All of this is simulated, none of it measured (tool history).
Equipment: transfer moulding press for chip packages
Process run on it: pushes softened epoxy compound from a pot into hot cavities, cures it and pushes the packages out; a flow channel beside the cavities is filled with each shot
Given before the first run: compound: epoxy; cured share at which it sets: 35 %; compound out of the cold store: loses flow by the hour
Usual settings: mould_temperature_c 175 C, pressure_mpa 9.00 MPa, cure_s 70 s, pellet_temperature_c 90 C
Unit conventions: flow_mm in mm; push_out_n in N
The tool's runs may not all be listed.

| run | day | mould_temperature_c | pressure_mpa | cure_s | pellet_temperature_c | incoming compound's hours out of the cold store | flow_mm | push_out_n |
|---|---|---|---|---|---|---|---|---|
| 1 | 0.000 | 175 | 9.00 | 70 | 90 | 26.8 | 941 | 486 |
| 2 | 0.567 | 175 | 9.00 | 70 | 90 | 8.4 | 1041 | 619 |
|  | 0.962 | cavities cleaned with cleaning compound and waxed |
| 3 | 1.771 | 175 | 9.00 | 70 | 90 | 24.9 | 953 | 742 |
|  | 2.221 | cavities cleaned with cleaning compound and waxed |
| 4 | 2.900 | 175 | 9.00 | 70 | 90 | 32.3 | 893 | 559 |
|  | 3.167 | cavities cleaned with cleaning compound and waxed, once more |
| 5 | 3.833 | 175 | 9.98 | 70 | 90 | 39.8 | 909 | 527 |
|  | 4.433 | cavities cleaned with cleaning compound and waxed |
| 6 | 5.012 | 175 | 9.98 | 70 | 90 | 13.5 | 1045 | 562 |
|  | 5.758 | cavities cleaned with cleaning compound and waxed |
| 7 | 5.775 | 175 | 9.98 | 70 | 90 | 39.0 | 899 | 414 |
| 8 | 6.567 | 175 | 9.98 | 70 | 90 | 20.8 | 988 | 584 |
|  | 7.083 | cavities cleaned with cleaning compound and waxed |
| 9 | 7.292 | 175 | 9.98 | 70 | 90 | 28.0 | 956 | 465 |
| 10 | 8.017 | 175 | 9.00 | 70 | 90 | 40.3 | 836 | 577 |
|  | 8.358 | cavities cleaned with cleaning compound and waxed |
| 11 | 8.779 | 175 | 9.75 | 70 | 84 | 26.0 | 949 | 508 |
|  | 9.625 | cavities cleaned with cleaning compound and waxed |
| 12 | 9.942 | 175 | 8.19 | 70 | 90 | 13.4 | 911 | 503 |
| 13 | 10.692 | 175 | 7.16 | 70 | 100 | 44.8 | 719 | 580 |
|  | 10.908 | cavities cleaned with cleaning compound and waxed |
| 14 | 11.746 | 175 | 7.16 | 70 | 100 | 41.8 | 716 | 559 |
|  | 12.146 | cavities cleaned with cleaning compound and waxed |
| 15 | 12.625 | 175 | 9.00 | 106 | 90 | 29.2 | 870 | 416 |
|  | 13.408 | cavities cleaned with cleaning compound and waxed |
| 16 | 13.717 | 180 | 8.32 | 86 | 93 | 37.1 | 774 | 395 |
|  | 14.212 | plunger's sealing rings changed |
|  | 14.779 | cavities cleaned with cleaning compound and waxed |
| 17 | 14.779 | 180 | 8.32 | 86 | 93 | 21.7 | 914 | 310 |
| 18 | 15.333 | 175 | 10.70 | 56 | 93 | 37.2 | 970 | 791 |
|  | 16.050 | cavities cleaned with cleaning compound and waxed |
| 19 | 16.588 | 175 | 10.70 | 56 | 93 | 29.1 | 999 | 795 |

Below are 4 alternative next runs, each starting from the tool's condition after run 19. Predict each:
| A | 17.125 | 175 | 10.70 | 99 | 96 | 46.2 | ? | ? |
| B | 17.125 | 175 | 10.70 | 56 | 96 | 11.7 | ? | ? |
| C | 17.125 | 170 | 9.00 | 69 | 95 | 19.3 | ? | ? |
| D | 17.125 | 175 | 9.00 | 70 | 99 | 22.2 | ? | ? |

| run | flow_mm | push_out_n |
|---|---|---|
| A | 910 | 498 |
| B | 1112 | 1030 |
| C | 1005 | 851 |
| D | 964 | 592 |
Had the tool no hidden state, the same runs would have come out as:
| run | flow_mm | push_out_n |
|---|---|---|
| A | 928 | 320 |
| B | 1134 | 715 |
| C | 1025 | 587 |
| D | 983 | 397 |
